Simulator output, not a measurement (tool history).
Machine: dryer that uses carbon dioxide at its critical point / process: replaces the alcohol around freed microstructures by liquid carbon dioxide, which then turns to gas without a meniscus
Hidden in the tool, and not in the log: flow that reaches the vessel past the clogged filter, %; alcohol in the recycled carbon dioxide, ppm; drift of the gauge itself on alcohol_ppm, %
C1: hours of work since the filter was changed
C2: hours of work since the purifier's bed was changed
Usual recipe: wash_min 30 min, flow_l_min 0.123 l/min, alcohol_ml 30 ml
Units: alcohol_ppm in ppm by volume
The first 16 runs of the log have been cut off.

Run 17, hour 115.7: usual settings but wash_min 45 min, flow_l_min 0.09 l/min; C1 238; C2 394. Result: alcohol_ppm 88 ppm by volume.
Run 18, hour 125.8: usual settings but wash_min 20 min, flow_l_min 0.205 l/min; C1 246; C2 401. Result: alcohol_ppm 73 ppm by volume.
At hour 127.7: inlet filter changed.
Run 19, hour 137.1: usual settings but flow_l_min 0.205 l/min; C1 7; C2 409. Result: alcohol_ppm 46 ppm by volume.
Run 20, hour 144.1: usual settings but wash_min 20 min, alcohol_ml 55 ml; C1 12; C2 414. Result: alcohol_ppm 949 ppm by volume.
Run 21, hour 149.5: usual settings but wash_min 20 min, alcohol_ml 55 ml; C1 16; C2 418. Result: alcohol_ppm 977 ppm by volume.
Run 22, hour 155.8: usual settings but wash_min 28 min, flow_l_min 0.101 l/min, alcohol_ml 64 ml; C1 21; C2 423. Result: alcohol_ppm 572 ppm by volume.
Run 23, hour 163.5: usual settings but wash_min 34 min, flow_l_min 0.133 l/min; C1 26; C2 428. Result: alcohol_ppm 64 ppm by volume.
Run 24, hour 169.4: usual settings but wash_min 20 min, flow_l_min 0.138 l/min, alcohol_ml 41 ml; C1 31; C2 433. Result: alcohol_ppm 431 ppm by volume.
Run 25, hour 175.6: usual settings but wash_min 22 min, flow_l_min 0.136 l/min, alcohol_ml 46 ml; C1 35; C2 437. Result: alcohol_ppm 333 ppm by volume.
Run 26, hour 185.5: usual settings but wash_min 33 min, flow_l_min 0.075 l/min, alcohol_ml 20 ml; C1 43; C2 445. Result: alcohol_ppm 383 ppm by volume.
Run 27, hour 194.8: usual settings but flow_l_min 0.166 l/min, alcohol_ml 119 ml; C1 49; C2 451. Result: alcohol_ppm 64 ppm by volume.
Run 28, hour 200.8: usual settings but wash_min 39 min, flow_l_min 0.185 l/min; C1 54; C2 456. Result: alcohol_ppm 50 ppm by volume.
Run 29, hour 209.9: usual settings but wash_min 23 min, flow_l_min 0.141 l/min; C1 61; C2 463. Result: alcohol_ppm 171 ppm by volume.
Run 30, hour 219.7: usual settings but wash_min 23 min, flow_l_min 0.141 l/min, alcohol_ml 47 ml; C1 68; C2 470. Result: alcohol_ppm 242 ppm by volume.
Run 31, hour 229.4: usual settings but wash_min 23 min, flow_l_min 0.141 l/min, alcohol_ml 47 ml; C1 75; C2 477. Result: alcohol_ppm 241 ppm by volume.

Each row is a separate what-if for the run after 31, all from the same tool condition, not one after another. Results?
Run A, hour 237.9: usual settings but alcohol_ml 25 ml; C1 81; C2 483. Result: alcohol_ppm ?.
Run B, hour 237.9: usual settings but wash_min 37 min, flow_l_min 0.127 l/min, alcohol_ml 51 ml; C1 81; C2 483. Result: alcohol_ppm ?.
Run C, hour 237.9: usual settings but wash_min 23 min, flow_l_min 0.141 l/min, alcohol_ml 47 ml; C1 81; C2 483. Result: alcohol_ppm ?.

run  alcohol_ppm
  A          100
  B           63
  C          242
Without the tool's hidden state the same runs would have given:
run  alcohol_ppm
  A           43
  B           11
  C          160
